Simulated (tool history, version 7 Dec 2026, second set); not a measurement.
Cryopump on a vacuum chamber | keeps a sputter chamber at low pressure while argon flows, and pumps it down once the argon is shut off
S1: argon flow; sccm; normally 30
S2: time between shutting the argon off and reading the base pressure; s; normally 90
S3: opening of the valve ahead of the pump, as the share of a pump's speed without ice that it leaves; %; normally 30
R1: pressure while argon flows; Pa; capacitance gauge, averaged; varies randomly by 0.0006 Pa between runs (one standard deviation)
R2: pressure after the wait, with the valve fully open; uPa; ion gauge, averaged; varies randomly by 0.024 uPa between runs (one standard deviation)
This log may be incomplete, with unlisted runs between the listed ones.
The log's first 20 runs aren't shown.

Run 21, day 39.046: usual settings but S1 19 sccm, S2 178 s, S3 26 %. Result: R1 0.0640 Pa, R2 1.13 uPa.
Run 22, day 41.296: usual settings but S1 28 sccm, S2 36 s, S3 39 %. Result: R1 0.0649 Pa, R2 2.71 uPa.
Run 23, day 42.679: usual settings but S1 37 sccm, S2 40 s, S3 27 %. Result: R1 0.1217 Pa, R2 2.52 uPa.
Run 24, day 45.025: usual settings but S2 96 s, S3 39 %. Result: R1 0.0699 Pa, R2 1.57 uPa.
Run 25, day 47.371: usual settings but S1 43 sccm, S2 152 s, S3 57 %. Result: R1 0.0722 Pa, R2 1.39 uPa.
Run 26, day 48.942: usual settings but S1 51 sccm, S2 22 s. Result: R1 0.1527 Pa, R2 4.08 uPa.
Run 27, day 50.217: usual settings but S1 25 sccm, S2 230 s. Result: R1 0.0756 Pa, R2 1.25 uPa.
Run 28, day 52.608: usual settings but S1 25 sccm, S2 230 s. Result: R1 0.0775 Pa, R2 1.26 uPa.
Run 29, day 54.004: usual settings but S1 36 sccm. Result: R1 0.1096 Pa, R2 1.84 uPa.
Run 30, day 56.392: usual settings but S1 46 sccm, S2 23 s. Result: R1 0.1418 Pa, R2 4.08 uPa.
At day 58.504: pump warmed up, emptied and cooled again.
Run 31, day 58.504: usual settings but S1 46 sccm, S2 96 s, S3 56 %. Result: R1 0.0707 Pa, R2 1.61 uPa.
Run 32, day 60.467: usual settings but S1 46 sccm, S2 96 s, S3 56 %. Result: R1 0.0711 Pa, R2 1.70 uPa.
Run 33, day 61.688: usual settings but S1 46 sccm, S2 96 s, S3 56 %. Result: R1 0.0708 Pa, R2 1.69 uPa.

5 options for the next run, each taken on its own from the tool as it stands now. Forecast them:
Run A, day 63.800: usual settings but S1 37 sccm, S2 27 s, S3 16 %. Result: R1 ?, R2 ?.
Run B, day 63.800: usual settings but S1 38 sccm, S2 20 s, S3 35 %. Result: R1 ?, R2 ?.
Run C, day 63.800: usual settings but S1 22 sccm, S2 63 s, S3 25 %. Result: R1 ?, R2 ?.
Run D, day 63.800: usual settings but S1 49 sccm, S2 96 s, S3 19 %. Result: R1 ?, R2 ?.
Run E, day 63.800: usual settings but S1 46 sccm, S2 183 s, S3 56 %. Result: R1 ?, R2 ?.

run      R1    R2
  A  0.1977  3.46
  B  0.0941  4.38
  C  0.0769  2.11
  D  0.2206  1.72
  E  0.0725  1.36
Without the tool's unlogged condition, the same runs would have read:
run      R1    R2
  A  0.1955  2.67
  B  0.0918  3.58
  C  0.0755  1.28
  D  0.2177  0.90
  E  0.0698  0.54
